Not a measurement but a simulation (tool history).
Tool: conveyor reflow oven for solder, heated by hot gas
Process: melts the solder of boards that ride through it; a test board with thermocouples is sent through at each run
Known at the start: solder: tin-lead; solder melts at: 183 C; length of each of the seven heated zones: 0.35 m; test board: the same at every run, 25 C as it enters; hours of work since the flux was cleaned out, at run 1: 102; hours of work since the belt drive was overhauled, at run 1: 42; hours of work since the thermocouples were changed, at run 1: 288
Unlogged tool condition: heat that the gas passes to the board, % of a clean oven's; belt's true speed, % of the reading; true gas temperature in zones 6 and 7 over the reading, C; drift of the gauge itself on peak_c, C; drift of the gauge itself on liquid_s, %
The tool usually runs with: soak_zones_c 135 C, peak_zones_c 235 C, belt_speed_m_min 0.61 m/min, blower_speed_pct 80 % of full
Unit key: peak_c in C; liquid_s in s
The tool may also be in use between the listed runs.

run	hour	soak_zones_c	peak_zones_c	belt_speed_m_min	blower_speed_pct	hours of work since the flux was cleaned out	hours of work since the belt drive was overhauled	hours of work since the thermocouples were changed	peak_c	liquid_s
1	0	135	235	0.61	80	102	42	288	215.6	49
2	11.9	135	235	0.61	80	108	48	294	214.8	48.8
3	21	142	235	0.61	80	112	53	299	216.8	51.8
4	33.7	142	235	0.61	80	118	59	305	216.1	52.3
5	45.1	142	226	0.61	80	124	64	310	209.2	46.1
6	51.9	142	226	0.61	80	127	68	313	209.2	46.6
7	57.6	129	235	0.61	80	130	70	316	214	45.9
8	63.5	129	235	0.61	80	133	73	319	214.5	45.9
9	71.7	135	235	0.61	80	137	77	323	214.9	48.7
10	82.1	142	235	0.61	80	142	82	328	216.4	52.4
11	87.4	142	235	0.61	80	144	85	331	216.3	51.8
12	96.9	135	235	0.492	80	149	89	335	221.1	67.2
13	108.7	135	235	0.492	80	155	95	341	221.6	67
14	115.4	135	235	0.492	80	158	98	344	221.6	67
15	127.4	135	235	0.492	80	164	104	350	222	67.6
16	134.6	126	235	0.61	80	167	107	353	213.1	44.8
# hour 140.1: flux residue cleaned out of gas plates and filters
17	150.3	142	235	0.61	80	5	113	358	215.5	51.1
18	159.6	121	234	0.61	58	9	117	363	205	34.7
19	168.3	121	234	0.61	58	14	121	367	204.4	34.2
20	181.4	148	233	0.639	57	20	128	373	209.4	44.7
21	186.7	148	236	0.615	55	22	130	376	211.9	49.1
# hour 194: flux residue cleaned out of gas plates and filters, once more
22	199.3	148	236	0.615	77	3	134	380	218.8	55.5
23	210.7	149	235	0.658	80	8	139	385	216.8	50.9
24	222.4	135	223	0.711	59	14	145	391	196	22.9
25	232.7	135	223	0.711	59	19	150	396	196	22.9
26	245.2	124	231	0.61	80	25	156	402	211.1	42.5
27	251.1	124	243	0.61	60	28	159	405	215.2	45
28	257.1	123	243	0.621	56	30	162	408	213.1	42
29	264.2	143	243	0.621	67	34	165	411	220.8	53.7
30	271.5	127	250	0.694	80	37	169	414	221	44.2

What if the next run were any one of these 5? Each begins from the tool's condition after run 30:
A	277.5	127	243	0.704	73	40	171	417	?	?
B	277.5	135	244	0.61	80	40	171	417	?	?
C	277.5	135	235	0.71	80	40	171	417	?	?
D	277.5	127	225	0.694	60	40	171	417	?	?
E	277.5	127	238	0.694	80	40	171	417	?	?

run	peak_c	liquid_s
A	213.5	38
B	223.9	55
C	210.4	38.2
D	196.4	22
E	211.8	38.2
The same runs, with their run-to-run variation unchanged, on a tool lacking any hidden condition would have given:
run	peak_c	liquid_s
A	214.1	38.3
B	224.5	55.2
C	211	38.6
D	197	22.6
E	212.4	38.5

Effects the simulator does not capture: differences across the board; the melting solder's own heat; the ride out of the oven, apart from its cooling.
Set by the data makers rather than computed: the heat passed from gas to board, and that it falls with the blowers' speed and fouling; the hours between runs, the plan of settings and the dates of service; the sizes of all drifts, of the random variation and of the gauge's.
